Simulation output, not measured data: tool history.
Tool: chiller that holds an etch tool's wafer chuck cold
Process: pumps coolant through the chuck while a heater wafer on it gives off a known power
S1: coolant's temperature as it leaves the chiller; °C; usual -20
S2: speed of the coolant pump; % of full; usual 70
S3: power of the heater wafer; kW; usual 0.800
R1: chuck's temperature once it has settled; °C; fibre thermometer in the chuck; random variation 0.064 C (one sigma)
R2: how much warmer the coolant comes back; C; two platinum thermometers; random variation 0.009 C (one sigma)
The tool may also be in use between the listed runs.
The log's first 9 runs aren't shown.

| run | hour | S1 | S2 | S3 | R1 | R2 |
|---|---|---|---|---|---|---|
| 10 | 328.5 | -20 | 70 | 0.800 | -12.30 | 2.297 |
| 11 | 362.1 | -20 | 70 | 0.800 | -12.14 | 2.310 |
| 12 | 397.7 | -20 | 70 | 0.800 | -12.19 | 2.310 |
| 13 | 426.9 | -20 | 70 | 0.800 | -12.29 | 2.308 |
| 14 | 458.2 | -20 | 70 | 0.800 | -12.17 | 2.291 |
| 15 | 503.9 | -17 | 70 | 0.800 | -9.20 | 2.287 |
| 16 | 527.8 | -20 | 70 | 0.800 | -12.20 | 2.303 |
| 17 | 553.2 | -26 | 78 | 1.176 | -15.32 | 3.001 |
| 18 | 593.1 | -12 | 62 | 0.728 | -4.51 | 2.375 |
| 19 | 619.6 | -12 | 66 | 0.663 | -5.38 | 2.023 |
| 20 | 641.8 | -12 | 66 | 0.663 | -5.37 | 2.034 |
| 21 | 687.0 | -21 | 70 | 0.448 | -16.66 | 1.290 |
| 22 | 732.9 | -15 | 75 | 0.558 | -9.89 | 1.492 |
| 23 | 766.9 | -11 | 96 | 0.491 | -7.02 | 0.993 |
| 24 | 809.2 | -11 | 96 | 0.491 | -6.99 | 0.997 |
|  | 818.5 | coolant changed, channels flushed |
| 25 | 857.4 | -11 | 96 | 0.491 | -7.04 | 1.005 |
| 26 | 903.2 | -11 | 96 | 0.491 | -7.06 | 1.002 |
| 27 | 939.6 | -11 | 96 | 0.491 | -7.04 | 1.011 |
| 28 | 988.2 | -11 | 96 | 1.047 | -2.43 | 2.139 |
| 29 | 1014.8 | -12 | 71 | 1.047 | -1.89 | 2.970 |
| 30 | 1043.8 | -12 | 83 | 1.047 | -2.70 | 2.502 |
| 31 | 1079.0 | -28 | 61 | 0.450 | -23.28 | 1.498 |

Forecast each of these 5 alternatives for the next run:
| A | 1112.5 | -17 | 61 | 0.800 | ? | ? |
| B | 1112.5 | -28 | 80 | 0.801 | ? | ? |
| C | 1112.5 | -28 | 61 | 0.564 | ? | ? |
| D | 1112.5 | -20 | 68 | 0.800 | ? | ? |
| E | 1112.5 | -27 | 61 | 0.649 | ? | ? |

| run | R1 | R2 |
|---|---|---|
| A | -8.61 | 2.672 |
| B | -20.76 | 1.984 |
| C | -21.97 | 1.874 |
| D | -12.18 | 2.379 |
| E | -20.21 | 2.150 |
Without the tool's hidden state the same runs would have given:
| run | R1 | R2 |
|---|---|---|
| A | -8.61 | 2.670 |
| B | -20.75 | 1.982 |
| C | -21.96 | 1.873 |
| D | -12.17 | 2.378 |
| E | -20.21 | 2.149 |

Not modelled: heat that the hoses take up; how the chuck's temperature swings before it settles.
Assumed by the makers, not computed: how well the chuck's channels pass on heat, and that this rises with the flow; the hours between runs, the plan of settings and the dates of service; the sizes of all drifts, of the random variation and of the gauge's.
